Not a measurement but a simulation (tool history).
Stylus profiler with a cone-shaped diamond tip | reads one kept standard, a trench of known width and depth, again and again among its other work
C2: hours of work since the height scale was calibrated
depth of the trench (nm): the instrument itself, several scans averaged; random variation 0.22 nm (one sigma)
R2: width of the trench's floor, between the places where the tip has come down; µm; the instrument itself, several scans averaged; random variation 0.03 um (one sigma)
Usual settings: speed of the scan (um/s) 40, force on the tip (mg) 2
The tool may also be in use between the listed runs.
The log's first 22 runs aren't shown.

run 23 hour=530.4 | speed_of_the_scan_(um/s)=40 force_on_the_tip_(mg)=0.69 | scans_with_this_tip=10161 C2=819 | depth_of_the_trench_(nm)=1000.82 R2=14.3
-- hour=539 height scale calibrated on a step standard
run 24 hour=547.8 | speed_of_the_scan_(um/s)=77 force_on_the_tip_(mg)=4.5 | scans_with_this_tip=10255 C2=4 | depth_of_the_trench_(nm)=1010.2 R2=14.36
run 25 hour=566 | speed_of_the_scan_(um/s)=19 force_on_the_tip_(mg)=0.8 | scans_with_this_tip=10356 C2=12 | depth_of_the_trench_(nm)=1003.21 R2=14.44
run 26 hour=582.1 | speed_of_the_scan_(um/s)=23 force_on_the_tip_(mg)=4.22 | scans_with_this_tip=10446 C2=19 | depth_of_the_trench_(nm)=1009.5 R2=14.5
run 27 hour=607.9 | speed_of_the_scan_(um/s)=23 force_on_the_tip_(mg)=4.22 | scans_with_this_tip=10590 C2=31 | depth_of_the_trench_(nm)=1009.16 R2=14.44
run 28 hour=623.8 | speed_of_the_scan_(um/s)=23 force_on_the_tip_(mg)=4.22 | scans_with_this_tip=10678 C2=38 | depth_of_the_trench_(nm)=1009.35 R2=14.46
run 29 hour=645.2 | speed_of_the_scan_(um/s)=23 force_on_the_tip_(mg)=4.22 | scans_with_this_tip=10798 C2=48 | depth_of_the_trench_(nm)=1009.15 R2=14.41
run 30 hour=669 | speed_of_the_scan_(um/s)=23 force_on_the_tip_(mg)=4.22 | scans_with_this_tip=10930 C2=58 | depth_of_the_trench_(nm)=1009.34 R2=14.42
run 31 hour=699.8 | speed_of_the_scan_(um/s)=23 force_on_the_tip_(mg)=4.22 | scans_with_this_tip=11102 C2=72 | depth_of_the_trench_(nm)=1009.12 R2=14.42
run 32 hour=716.4 | speed_of_the_scan_(um/s)=94 force_on_the_tip_(mg)=0.92 | scans_with_this_tip=11195 C2=80 | depth_of_the_trench_(nm)=1003.49 R2=13.85
run 33 hour=746 | speed_of_the_scan_(um/s)=20 force_on_the_tip_(mg)=1.8 | scans_with_this_tip=11360 C2=93 | depth_of_the_trench_(nm)=1005.06 R2=14.35
run 34 hour=778.1 | speed_of_the_scan_(um/s)=16 force_on_the_tip_(mg)=2 | scans_with_this_tip=11538 C2=107 | depth_of_the_trench_(nm)=1005.25 R2=14.36
run 35 hour=808 | speed_of_the_scan_(um/s)=146 force_on_the_tip_(mg)=0.71 | scans_with_this_tip=11705 C2=121 | depth_of_the_trench_(nm)=1002.34 R2=13.42
run 36 hour=839.3 | speed_of_the_scan_(um/s)=49 force_on_the_tip_(mg)=0.93 | scans_with_this_tip=11879 C2=135 | depth_of_the_trench_(nm)=1003.34 R2=14.08
run 37 hour=873.7 | speed_of_the_scan_(um/s)=49 force_on_the_tip_(mg)=0.93 | scans_with_this_tip=12071 C2=150 | depth_of_the_trench_(nm)=1003.24 R2=14.03
run 38 hour=896.1 | speed_of_the_scan_(um/s)=60 force_on_the_tip_(mg)=1.02 | scans_with_this_tip=12195 C2=160 | depth_of_the_trench_(nm)=1003.21 R2=14.02
run 39 hour=926.4 | speed_of_the_scan_(um/s)=60 force_on_the_tip_(mg)=1.02 | scans_with_this_tip=12364 C2=174 | depth_of_the_trench_(nm)=1003.22 R2=13.98
run 40 hour=949.1 | speed_of_the_scan_(um/s)=28 force_on_the_tip_(mg)=0.7 | scans_with_this_tip=12490 C2=184 | depth_of_the_trench_(nm)=1002.41 R2=14.13
run 41 hour=969.6 | speed_of_the_scan_(um/s)=28 force_on_the_tip_(mg)=0.7 | scans_with_this_tip=12605 C2=193 | depth_of_the_trench_(nm)=1002.58 R2=14.13
run 42 hour=986.3 | speed_of_the_scan_(um/s)=134 force_on_the_tip_(mg)=2.55 | scans_with_this_tip=12698 C2=201 | depth_of_the_trench_(nm)=1005.85 R2=13.8
run 43 hour=1017.7 | speed_of_the_scan_(um/s)=11 force_on_the_tip_(mg)=1.93 | scans_with_this_tip=12872 C2=215 | depth_of_the_trench_(nm)=1004.65 R2=14.21
run 44 hour=1049.5 | speed_of_the_scan_(um/s)=11 force_on_the_tip_(mg)=1.93 | scans_with_this_tip=13050 C2=229 | depth_of_the_trench_(nm)=1005.08 R2=14.19
run 45 hour=1071.3 | speed_of_the_scan_(um/s)=141 force_on_the_tip_(mg)=0.67 | scans_with_this_tip=13171 C2=239 | depth_of_the_trench_(nm)=1002.12 R2=13.22
run 46 hour=1086.2 | speed_of_the_scan_(um/s)=141 force_on_the_tip_(mg)=0.67 | scans_with_this_tip=13254 C2=246 | depth_of_the_trench_(nm)=1002.41 R2=13.24

4 ways to go on from here, each from the tool as it stands after run 46. What would each give?
run A hour=1115 | speed_of_the_scan_(um/s)=143 force_on_the_tip_(mg)=0.67 | scans_with_this_tip=13415 C2=259 | depth_of_the_trench_(nm)=? R2=?
run B hour=1115 | speed_of_the_scan_(um/s)=37 force_on_the_tip_(mg)=0.93 | scans_with_this_tip=13415 C2=259 | depth_of_the_trench_(nm)=? R2=?
run C hour=1115 | speed_of_the_scan_(um/s)=107 force_on_the_tip_(mg)=0.67 | scans_with_this_tip=13415 C2=259 | depth_of_the_trench_(nm)=? R2=?
run D hour=1115 | speed_of_the_scan_(um/s)=75 force_on_the_tip_(mg)=2.25 | scans_with_this_tip=13415 C2=259 | depth_of_the_trench_(nm)=? R2=?

run=A depth_of_the_trench_(nm)=1001.96 R2=13.2
run=B depth_of_the_trench_(nm)=1002.62 R2=14.04
run=C depth_of_the_trench_(nm)=1002.35 R2=13.43
run=D depth_of_the_trench_(nm)=1005.37 R2=13.94
Without the tool's hidden state the same runs would have given:
run=A depth_of_the_trench_(nm)=1002.47 R2=14.99
run=B depth_of_the_trench_(nm)=1003.13 R2=15.83
run=C depth_of_the_trench_(nm)=1002.86 R2=15.23
run=D depth_of_the_trench_(nm)=1005.88 R2=15.73
